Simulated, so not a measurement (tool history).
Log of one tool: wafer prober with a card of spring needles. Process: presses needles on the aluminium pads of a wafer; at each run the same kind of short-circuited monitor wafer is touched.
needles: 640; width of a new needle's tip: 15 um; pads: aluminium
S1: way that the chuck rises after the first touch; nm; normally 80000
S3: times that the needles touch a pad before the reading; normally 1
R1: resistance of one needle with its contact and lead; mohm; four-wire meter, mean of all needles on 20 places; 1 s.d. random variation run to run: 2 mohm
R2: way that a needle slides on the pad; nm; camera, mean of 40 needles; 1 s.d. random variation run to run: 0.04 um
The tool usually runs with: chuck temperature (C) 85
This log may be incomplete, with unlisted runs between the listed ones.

run 1 hour=0.0 | S1=80000 chuck_temperature_(C)=85 S3=1 | R1=220 R2=10730
-- hour=8.2 tips cleaned on abrasive film
-- hour=18.4 tips cleaned on abrasive film
-- hour=26.5 tips cleaned on abrasive film
-- hour=36.7 tips cleaned on abrasive film
-- hour=46.9 tips cleaned on abrasive film
-- hour=55.1 tips cleaned on abrasive film
-- hour=65.3 tips cleaned on abrasive film
run 2 hour=72.8 | S1=61000 chuck_temperature_(C)=85 S3=1 | R1=221 R2=8160
-- hour=74.9 tips cleaned on abrasive film
-- hour=83.1 tips cleaned on abrasive film
-- hour=93.3 tips cleaned on abrasive film
-- hour=103.5 tips cleaned on abrasive film
-- hour=113.7 tips cleaned on abrasive film
-- hour=121.9 tips cleaned on abrasive film
-- hour=128.2 height of the first contact set anew
-- hour=132.4 tips cleaned on abrasive film
-- hour=142.6 tips cleaned on abrasive film
run 3 hour=143.2 | S1=61000 chuck_temperature_(C)=85 S3=1 | R1=217 R2=8190
-- hour=151.4 tips cleaned on abrasive film
-- hour=161.6 tips cleaned on abrasive film
-- hour=171.8 tips cleaned on abrasive film
-- hour=182.0 tips cleaned on abrasive film
-- hour=192.2 tips cleaned on abrasive film
-- hour=202.4 tips cleaned on abrasive film
-- hour=212.6 tips cleaned on abrasive film
-- hour=222.8 tips cleaned on abrasive film
-- hour=233.0 tips cleaned on abrasive film
run 4 hour=236.5 | S1=61000 chuck_temperature_(C)=85 S3=3 | R1=219 R2=8190
-- hour=242.7 tips cleaned on abrasive film
-- hour=250.8 tips cleaned on abrasive film
-- hour=261.0 tips cleaned on abrasive film
-- hour=271.2 tips cleaned on abrasive film
-- hour=281.4 tips cleaned on abrasive film
-- hour=289.6 tips cleaned on abrasive film
-- hour=299.8 tips cleaned on abrasive film
-- hour=308.0 tips cleaned on abrasive film
-- hour=318.2 tips cleaned on abrasive film
-- hour=326.5 tips cleaned on abrasive film
run 5 hour=326.5 | S1=61000 chuck_temperature_(C)=85 S3=3 | R1=220 R2=8190
-- hour=336.7 tips cleaned on abrasive film
-- hour=346.9 tips cleaned on abrasive film
-- hour=357.1 tips cleaned on abrasive film
-- hour=367.3 tips cleaned on abrasive film
run 6 hour=375.1 | S1=61000 chuck_temperature_(C)=85 S3=3 | R1=218 R2=8160
-- hour=377.2 tips cleaned on abrasive film
-- hour=387.4 tips cleaned on abrasive film
-- hour=397.6 tips cleaned on abrasive film
-- hour=407.8 tips cleaned on abrasive film
-- hour=418.0 tips cleaned on abrasive film
-- hour=428.2 tips cleaned on abrasive film
-- hour=438.4 tips cleaned on abrasive film
-- hour=448.6 tips cleaned on abrasive film
-- hour=458.8 tips cleaned on abrasive film
run 7 hour=466.3 | S1=82000 chuck_temperature_(C)=85 S3=1 | R1=220 R2=11060
-- hour=468.4 tips cleaned on abrasive film
-- hour=478.6 tips cleaned on abrasive film
-- hour=488.8 tips cleaned on abrasive film
-- hour=499.0 tips cleaned on abrasive film
-- hour=509.2 tips cleaned on abrasive film
-- hour=519.4 tips cleaned on abrasive film
-- hour=527.6 tips cleaned on abrasive film
run 8 hour=534.6 | S1=82000 chuck_temperature_(C)=85 S3=1 | R1=217 R2=11020
-- hour=536.7 tips cleaned on abrasive film
-- hour=546.9 tips cleaned on abrasive film
-- hour=557.1 tips cleaned on abrasive film
-- hour=567.3 tips cleaned on abrasive film
-- hour=577.5 tips cleaned on abrasive film
-- hour=585.7 tips cleaned on abrasive film
-- hour=595.9 tips cleaned on abrasive film
-- hour=606.1 tips cleaned on abrasive film
run 9 hour=613.7 | S1=82000 chuck_temperature_(C)=85 S3=1 | R1=217 R2=10980
-- hour=615.8 tips cleaned on abrasive film
-- hour=626.0 tips cleaned on abrasive film
-- hour=634.2 tips cleaned on abrasive film
-- hour=644.4 tips cleaned on abrasive film
-- hour=654.6 tips cleaned on abrasive film
-- hour=664.7 tips cleaned on abrasive film
-- hour=669.1 height of the first contact set anew
-- hour=675.2 tips cleaned on abrasive film
-- hour=685.4 tips cleaned on abrasive film
-- hour=693.6 tips cleaned on abrasive film
-- hour=703.8 tips cleaned on abrasive film
run 10 hour=710.5 | S1=80000 chuck_temperature_(C)=85 S3=1 | R1=218 R2=10730
-- hour=712.6 tips cleaned on abrasive film
-- hour=720.8 tips cleaned on abrasive film
-- hour=731.0 tips cleaned on abrasive film
-- hour=741.2 tips cleaned on abrasive film
-- hour=751.4 tips cleaned on abrasive film
-- hour=761.6 tips cleaned on abrasive film
-- hour=769.7 tips cleaned on abrasive film
-- hour=779.9 tips cleaned on abrasive film
run 11 hour=787.4 | S1=80000 chuck_temperature_(C)=108 S3=1 | R1=221 R2=10850
-- hour=789.6 tips cleaned on abrasive film
-- hour=797.7 tips cleaned on abrasive film
-- hour=807.9 tips cleaned on abrasive film
-- hour=818.1 tips cleaned on abrasive film
-- hour=828.3 tips cleaned on abrasive film
-- hour=838.5 tips cleaned on abrasive film
-- hour=848.7 tips cleaned on abrasive film
-- hour=858.9 tips cleaned on abrasive film
run 12 hour=863.8 | S1=80000 chuck_temperature_(C)=108 S3=3 | R1=220 R2=10850
-- hour=867.9 tips cleaned on abrasive film
-- hour=878.1 tips cleaned on abrasive film
-- hour=886.3 tips cleaned on abrasive film
-- hour=896.5 tips cleaned on abrasive film
-- hour=904.7 tips cleaned on abrasive film
-- hour=914.9 tips cleaned on abrasive film
-- hour=923.0 tips cleaned on abrasive film
-- hour=933.2 tips cleaned on abrasive film
-- hour=943.4 tips cleaned on abrasive film
run 13 hour=948.0 | S1=82000 chuck_temperature_(C)=108 S3=3 | R1=225 R2=11070
-- hour=952.1 tips cleaned on abrasive film
-- hour=962.3 tips cleaned on abrasive film
-- hour=972.5 tips cleaned on abrasive film
-- hour=982.7 tips cleaned on abrasive film
-- hour=992.9 tips cleaned on abrasive film
-- hour=1002.6 tips cleaned on abrasive film
run 14 hour=1002.6 | S1=82000 chuck_temperature_(C)=108 S3=3 | R1=222 R2=11070
-- hour=1010.7 tips cleaned on abrasive film
-- hour=1020.9 tips cleaned on abrasive film
-- hour=1029.1 tips cleaned on abrasive film
-- hour=1039.3 tips cleaned on abrasive film
-- hour=1049.5 tips cleaned on abrasive film
-- hour=1059.7 tips cleaned on abrasive film
-- hour=1067.9 tips cleaned on abrasive film
run 15 hour=1069.0 | S1=82000 chuck_temperature_(C)=108 S3=3 | R1=222 R2=11170
-- hour=1077.2 tips cleaned on abrasive film
-- hour=1087.4 tips cleaned on abrasive film
-- hour=1097.6 tips cleaned on abrasive film
-- hour=1109.6 card fitted with new needles
-- hour=1119.8 tips cleaned on abrasive film
-- hour=1130.0 tips cleaned on abrasive film
-- hour=1140.1 tips cleaned on abrasive film
-- hour=1150.3 tips cleaned on abrasive film
-- hour=1158.5 tips cleaned on abrasive film
-- hour=1168.7 tips cleaned on abrasive film
-- hour=1178.9 tips cleaned on abrasive film
run 16 hour=1179.9 | S1=100000 chuck_temperature_(C)=63 S3=3 | R1=209 R2=13520
-- hour=1188.1 tips cleaned on abrasive film
-- hour=1198.3 tips cleaned on abrasive film
-- hour=1208.5 tips cleaned on abrasive film
-- hour=1218.7 tips cleaned on abrasive film
run 17 hour=1221.1 | S1=72000 chuck_temperature_(C)=91 S3=1 | R1=219 R2=9770
-- hour=1227.3 tips cleaned on abrasive film
-- hour=1237.5 tips cleaned on abrasive film
-- hour=1247.6 tips cleaned on abrasive film
-- hour=1257.8 tips cleaned on abrasive film
-- hour=1268.0 tips cleaned on abrasive film
-- hour=1278.2 tips cleaned on abrasive film
-- hour=1286.4 tips cleaned on abrasive film
-- hour=1296.6 tips cleaned on abrasive film
run 18 hour=1298.5 | S1=88000 chuck_temperature_(C)=85 S3=2 | R1=215 R2=11960
-- hour=1306.7 tips cleaned on abrasive film
-- hour=1316.9 tips cleaned on abrasive film
-- hour=1327.1 tips cleaned on abrasive film
-- hour=1337.3 tips cleaned on abrasive film
-- hour=1347.4 tips cleaned on abrasive film
run 19 hour=1352.1 | S1=90000 chuck_temperature_(C)=89 S3=2 | R1=217 R2=12260
-- hour=1356.2 tips cleaned on abrasive film
-- hour=1366.4 tips cleaned on abrasive film
-- hour=1376.6 tips cleaned on abrasive film
-- hour=1384.8 tips cleaned on abrasive film
-- hour=1394.5 tips cleaned on abrasive film
run 20 hour=1394.5 | S1=64000 chuck_temperature_(C)=85 S3=1 | R1=217 R2=8710

Forecast each of these 4 alternatives for the next run:
-- hour=1404.7 tips cleaned on abrasive film
-- hour=1414.9 tips cleaned on abrasive film
-- hour=1425.1 tips cleaned on abrasive film
-- hour=1435.3 tips cleaned on abrasive film
-- hour=1445.5 tips cleaned on abrasive film
-- hour=1455.7 tips cleaned on abrasive film
-- hour=1463.8 tips cleaned on abrasive film
-- hour=1474.0 tips cleaned on abrasive film
-- hour=1482.2 tips cleaned on abrasive film
-- hour=1492.4 tips cleaned on abrasive film
run A hour=1493.1 | S1=68000 chuck_temperature_(C)=85 S3=1 | R1=? R2=?
-- hour=1404.7 tips cleaned on abrasive film
-- hour=1414.9 tips cleaned on abrasive film
-- hour=1425.1 tips cleaned on abrasive film
-- hour=1435.3 tips cleaned on abrasive film
-- hour=1445.5 tips cleaned on abrasive film
-- hour=1455.7 tips cleaned on abrasive film
-- hour=1463.8 tips cleaned on abrasive film
-- hour=1474.0 tips cleaned on abrasive film
-- hour=1482.2 tips cleaned on abrasive film
-- hour=1492.4 tips cleaned on abrasive film
run B hour=1493.1 | S1=80000 chuck_temperature_(C)=55 S3=1 | R1=? R2=?
-- hour=1404.7 tips cleaned on abrasive film
-- hour=1414.9 tips cleaned on abrasive film
-- hour=1425.1 tips cleaned on abrasive film
-- hour=1435.3 tips cleaned on abrasive film
-- hour=1445.5 tips cleaned on abrasive film
-- hour=1455.7 tips cleaned on abrasive film
-- hour=1463.8 tips cleaned on abrasive film
-- hour=1474.0 tips cleaned on abrasive film
-- hour=1482.2 tips cleaned on abrasive film
-- hour=1492.4 tips cleaned on abrasive film
run C hour=1493.1 | S1=77000 chuck_temperature_(C)=106 S3=3 | R1=? R2=?
-- hour=1404.7 tips cleaned on abrasive film
-- hour=1414.9 tips cleaned on abrasive film
-- hour=1425.1 tips cleaned on abrasive film
-- hour=1435.3 tips cleaned on abrasive film
-- hour=1445.5 tips cleaned on abrasive film
-- hour=1455.7 tips cleaned on abrasive film
-- hour=1463.8 tips cleaned on abrasive film
-- hour=1474.0 tips cleaned on abrasive film
-- hour=1482.2 tips cleaned on abrasive film
-- hour=1492.4 tips cleaned on abrasive film
run D hour=1493.1 | S1=63000 chuck_temperature_(C)=44 S3=3 | R1=? R2=?

run=A R1=215 R2=9270
run=B R1=212 R2=10910
run=C R1=217 R2=10480
run=D R1=211 R2=8580
With the hidden condition removed and each run's random variation left untouched, the same runs would have given:
run=A R1=214 R2=9110
run=B R1=211 R2=10720
run=C R1=217 R2=10300
run=D R1=211 R2=8430
